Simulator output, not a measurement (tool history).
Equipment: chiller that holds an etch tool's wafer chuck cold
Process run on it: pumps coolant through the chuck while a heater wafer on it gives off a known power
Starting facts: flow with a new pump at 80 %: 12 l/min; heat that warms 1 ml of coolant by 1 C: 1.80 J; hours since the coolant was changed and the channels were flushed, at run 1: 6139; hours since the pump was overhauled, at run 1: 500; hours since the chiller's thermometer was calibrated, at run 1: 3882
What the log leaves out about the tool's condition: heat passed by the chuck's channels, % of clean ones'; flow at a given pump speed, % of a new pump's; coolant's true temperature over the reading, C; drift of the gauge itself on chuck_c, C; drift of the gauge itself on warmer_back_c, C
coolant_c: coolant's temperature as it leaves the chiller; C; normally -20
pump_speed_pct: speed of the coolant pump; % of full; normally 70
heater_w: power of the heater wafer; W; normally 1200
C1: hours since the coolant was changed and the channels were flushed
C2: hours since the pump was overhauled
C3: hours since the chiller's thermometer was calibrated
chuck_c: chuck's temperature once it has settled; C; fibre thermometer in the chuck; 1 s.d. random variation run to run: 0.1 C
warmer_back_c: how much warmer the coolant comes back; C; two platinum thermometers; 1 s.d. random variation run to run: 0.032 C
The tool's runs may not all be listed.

Run 1, hour 0.0: usual settings; C1 6139; C2 500; C3 3882. Result: chuck_c -10.4 C, warmer_back_c 3.88 C.
Run 2, hour 149.2: usual settings; C1 6289; C2 649; C3 4031. Result: chuck_c -10.4 C, warmer_back_c 3.92 C.
At hour 248.5: coolant changed, channels flushed.
Run 3, hour 288.1: usual settings; C1 40; C2 782; C3 4164. Result: chuck_c -10.9 C, warmer_back_c 3.95 C.
Run 4, hour 373.2: usual settings; C1 125; C2 867; C3 4249. Result: chuck_c -11.1 C, warmer_back_c 3.94 C.
At hour 497.6: chiller's thermometer calibrated.
Run 5, hour 502.8: usual settings; C1 253; C2 996; C3 5. Result: chuck_c -11.7 C, warmer_back_c 3.91 C.
Run 6, hour 641.1: usual settings but coolant_c -13 C; C1 392; C2 1134; C3 143. Result: chuck_c -4.4 C, warmer_back_c 3.97 C.
Run 7, hour 728.6: usual settings but coolant_c -23 C; C1 479; C2 1222; C3 231. Result: chuck_c -14.4 C, warmer_back_c 3.98 C.
Run 8, hour 847.2: usual settings; C1 598; C2 1340; C3 350. Result: chuck_c -11.6 C, warmer_back_c 3.95 C.
Run 9, hour 952.4: usual settings; C1 703; C2 1446; C3 455. Result: chuck_c -11.2 C, warmer_back_c 3.96 C.
Run 10, hour 1056.5: usual settings; C1 807; C2 1550; C3 559. Result: chuck_c -11.2 C, warmer_back_c 3.96 C.
Run 11, hour 1136.6: usual settings; C1 887; C2 1630; C3 639. Result: chuck_c -11.3 C, warmer_back_c 3.98 C.
At hour 1150.3: coolant pump overhauled.
Run 12, hour 1241.6: usual settings; C1 987; C2 91; C3 739. Result: chuck_c -11.3 C, warmer_back_c 4.06 C.
Run 13, hour 1346.7: usual settings but heater_w 855 W; C1 1092; C2 196; C3 844. Result: chuck_c -13.5 C, warmer_back_c 2.91 C.
At hour 1387.3: coolant pump overhauled, once more.
Run 14, hour 1491.4: usual settings; C1 1232; C2 104; C3 984. Result: chuck_c -11.3 C, warmer_back_c 3.85 C.
Run 15, hour 1588.7: usual settings but coolant_c -25 C; C1 1329; C2 201; C3 1081. Result: chuck_c -16.5 C, warmer_back_c 3.87 C.
Run 16, hour 1678.9: usual settings but coolant_c -25 C; C1 1419; C2 292; C3 1171. Result: chuck_c -16.4 C, warmer_back_c 3.92 C.
Run 17, hour 1778.2: usual settings but coolant_c -13 C, heater_w 807 W; C1 1519; C2 391; C3 1271. Result: chuck_c -7.1 C, warmer_back_c 2.68 C.
Run 18, hour 1899.7: usual settings but coolant_c -21 C, pump_speed_pct 80 % of full, heater_w 600 W; C1 1640; C2 512; C3 1392. Result: chuck_c -16.9 C, warmer_back_c 1.74 C.
Run 19, hour 1971.7: usual settings but pump_speed_pct 92 % of full, heater_w 949 W; C1 1712; C2 584; C3 1464. Result: chuck_c -14.4 C, warmer_back_c 2.27 C.
Run 20, hour 2055.2: usual settings but coolant_c -19 C; C1 1796; C2 668; C3 1548. Result: chuck_c -10.2 C, warmer_back_c 4.00 C.
Run 21, hour 2138.2: usual settings but coolant_c -22 C, pump_speed_pct 73 % of full, heater_w 1443 W; C1 1879; C2 751; C3 1631. Result: chuck_c -11.7 C, warmer_back_c 4.47 C.
Run 22, hour 2210.6: usual settings but coolant_c -11 C, heater_w 605 W; C1 1951; C2 823; C3 1703. Result: chuck_c -6.3 C, warmer_back_c 1.92 C.
Run 23, hour 2297.3: usual settings but coolant_c -19 C, pump_speed_pct 75 % of full, heater_w 1185 W; C1 2038; C2 910; C3 1790. Result: chuck_c -10.7 C, warmer_back_c 3.62 C.
Run 24, hour 2398.9: usual settings but coolant_c -27 C; C1 2139; C2 1012; C3 1891. Result: chuck_c -18.0 C, warmer_back_c 4.00 C.
Run 25, hour 2480.7: usual settings but coolant_c -27 C; C1 2221; C2 1093; C3 1973. Result: chuck_c -18.0 C, warmer_back_c 3.97 C.
Run 26, hour 2555.3: usual settings but coolant_c -19 C, heater_w 1568 W; C1 2296; C2 1168; C3 2048. Result: chuck_c -7.4 C, warmer_back_c 5.19 C.
Run 27, hour 2616.9: usual settings but coolant_c -19 C, heater_w 1568 W; C1 2357; C2 1230; C3 2109. Result: chuck_c -7.4 C, warmer_back_c 5.13 C.
Run 28, hour 2720.0: usual settings but heater_w 608 W; C1 2460; C2 1333; C3 2212. Result: chuck_c -15.2 C, warmer_back_c 2.00 C.
Run 29, hour 2811.0: usual settings but heater_w 608 W; C1 2551; C2 1424; C3 2303. Result: chuck_c -15.2 C, warmer_back_c 2.05 C.
Run 30, hour 2883.9: usual settings but heater_w 608 W; C1 2624; C2 1497; C3 2376. Result: chuck_c -15.1 C, warmer_back_c 1.98 C.
Run 31, hour 2962.6: usual settings but heater_w 1354 W; C1 2703; C2 1575; C3 2455. Result: chuck_c -9.9 C, warmer_back_c 4.49 C.

Hidden state at the last listed run before each entry between runs and at the first one after, where it differs:
In the gap between runs 2 and 3: coolant changed, channels flushed (hour 248.5)
  heat passed by the chuck's channels, % of clean ones': 85.6 -> 99.7; flow at a given pump speed, % of a new pump's: 98.7 -> 98.4; coolant's true temperature over the reading, C: 0.46 -> 0.48
  difference, measured minus the result without the unlogged condition, chuck_c: +1.5 -> +0.6 C; warmer_back_c: +0.05 -> +0.06 C
In the gap between runs 4 and 5: chiller's thermometer calibrated (hour 497.6)
  heat passed by the chuck's channels, % of clean ones': 99.5 -> 99.2; flow at a given pump speed, % of a new pump's: 98.2 -> 97.9; coolant's true temperature over the reading, C: 0.49 -> 0.05
  difference, measured minus the result without the unlogged condition, chuck_c: +0.7 -> +0.2 C; warmer_back_c: +0.07 -> +0.08 C
In the gap between runs 11 and 12: coolant pump overhauled (hour 1150.3)
  heat passed by the chuck's channels, % of clean ones': 97.9 -> 97.7; flow at a given pump speed, % of a new pump's: 96.6 -> 95.1; coolant's true temperature over the reading, C: 0.13 -> 0.14
  difference, measured minus the result without the unlogged condition, chuck_c: +0.5 -> +0.5 C; warmer_back_c: +0.14 -> +0.20 C
In the gap between runs 13 and 14: coolant pump overhauled, once more (hour 1387.3)
  heat passed by the chuck's channels, % of clean ones': 97.5 -> 97.2; flow at a given pump speed, % of a new pump's: 94.8 -> 99.5; coolant's true temperature over the reading, C: 0.15 -> 0.17
  difference, measured minus the result without the unlogged condition, chuck_c: +0.5 -> +0.4 C; warmer_back_c: +0.15 -> +0.02 C
